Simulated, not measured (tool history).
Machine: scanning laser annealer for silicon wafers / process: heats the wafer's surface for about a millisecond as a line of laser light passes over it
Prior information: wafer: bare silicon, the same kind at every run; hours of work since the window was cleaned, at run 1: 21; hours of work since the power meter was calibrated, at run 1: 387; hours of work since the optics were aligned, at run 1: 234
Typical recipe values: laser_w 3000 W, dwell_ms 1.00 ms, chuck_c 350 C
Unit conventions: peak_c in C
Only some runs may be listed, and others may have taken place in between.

| run | day | laser_w | dwell_ms | chuck_c | hours of work since the window was cleaned | hours of work since the power meter was calibrated | hours of work since the optics were aligned | peak_c |
|---|---|---|---|---|---|---|---|---|
| 1 | 0.000 | 3000 | 1.00 | 350 | 21 | 387 | 234 | 1066 |
| 2 | 2.038 | 3086 | 1.00 | 350 | 42 | 409 | 256 | 1088 |
| 3 | 3.121 | 3000 | 0.91 | 350 | 53 | 420 | 267 | 1033 |
| 4 | 4.738 | 2871 | 1.00 | 350 | 70 | 437 | 284 | 1027 |
| 5 | 7.154 | 2871 | 1.00 | 350 | 95 | 462 | 309 | 1025 |
| 6 | 9.200 | 2871 | 1.00 | 350 | 116 | 483 | 330 | 1023 |
| 7 | 10.508 | 2871 | 1.00 | 350 | 130 | 497 | 344 | 1019 |
| 8 | 12.479 | 2871 | 1.00 | 386 | 151 | 517 | 365 | 1058 |
| 9 | 13.779 | 2871 | 1.00 | 386 | 164 | 531 | 378 | 1057 |
| 10 | 14.883 | 3000 | 1.00 | 350 | 176 | 542 | 390 | 1051 |
| 11 | 17.246 | 2560 | 1.00 | 350 | 200 | 567 | 414 | 936 |
| 12 | 18.808 | 2560 | 1.00 | 350 | 217 | 583 | 431 | 934 |
| 13 | 20.838 | 2560 | 1.00 | 350 | 238 | 605 | 452 | 933 |
| 14 | 21.900 | 3000 | 1.18 | 350 | 249 | 616 | 463 | 1098 |
| 15 | 24.146 | 3000 | 1.18 | 350 | 272 | 639 | 486 | 1091 |
| 16 | 26.512 | 3000 | 1.18 | 324 | 297 | 664 | 511 | 1064 |
| 17 | 27.725 | 3000 | 1.18 | 324 | 310 | 676 | 524 | 1062 |
| 18 | 29.038 | 3000 | 1.18 | 324 | 323 | 690 | 537 | 1061 |
| 19 | 30.742 | 3025 | 1.23 | 360 | 341 | 708 | 555 | 1121 |
| 20 | 31.996 | 3025 | 1.23 | 360 | 354 | 721 | 568 | 1118 |
| 21 | 33.021 | 3025 | 1.23 | 360 | 365 | 732 | 579 | 1116 |
| 22 | 34.496 | 3025 | 1.18 | 384 | 380 | 747 | 594 | 1127 |
| 23 | 35.629 | 3014 | 1.00 | 331 | 392 | 759 | 606 | 1017 |
| 24 | 37.183 | 3014 | 1.00 | 331 | 408 | 775 | 622 | 1015 |
| 25 | 38.433 | 3014 | 1.00 | 389 | 421 | 788 | 635 | 1068 |
|  | 39.092 | window over the wafer cleaned |
| 26 | 40.050 | 3073 | 0.92 | 350 | 10 | 804 | 651 | 1050 |
| 27 | 41.350 | 3073 | 0.92 | 350 | 24 | 818 | 665 | 1053 |
| 28 | 43.133 | 3151 | 1.03 | 329 | 42 | 836 | 683 | 1083 |

Predict each of these 5 candidate next runs independently; none follows another, all start after run 28:
| A | 44.958 | 2949 | 1.03 | 329 | 61 | 855 | 702 | ? |
| B | 44.958 | 3151 | 1.03 | 339 | 61 | 855 | 702 | ? |
| C | 44.958 | 3151 | 1.03 | 335 | 61 | 855 | 702 | ? |
| D | 44.958 | 3000 | 1.22 | 347 | 61 | 855 | 702 | ? |
| E | 44.958 | 2941 | 1.09 | 329 | 61 | 855 | 702 | ? |

| run | peak_c |
|---|---|
| A | 1031 |
| B | 1096 |
| C | 1090 |
| D | 1118 |
| E | 1048 |
Without the tool's hidden state the same runs would have given:
| run | peak_c |
|---|---|
| A | 1052 |
| B | 1119 |
| C | 1112 |
| D | 1142 |
| E | 1070 |
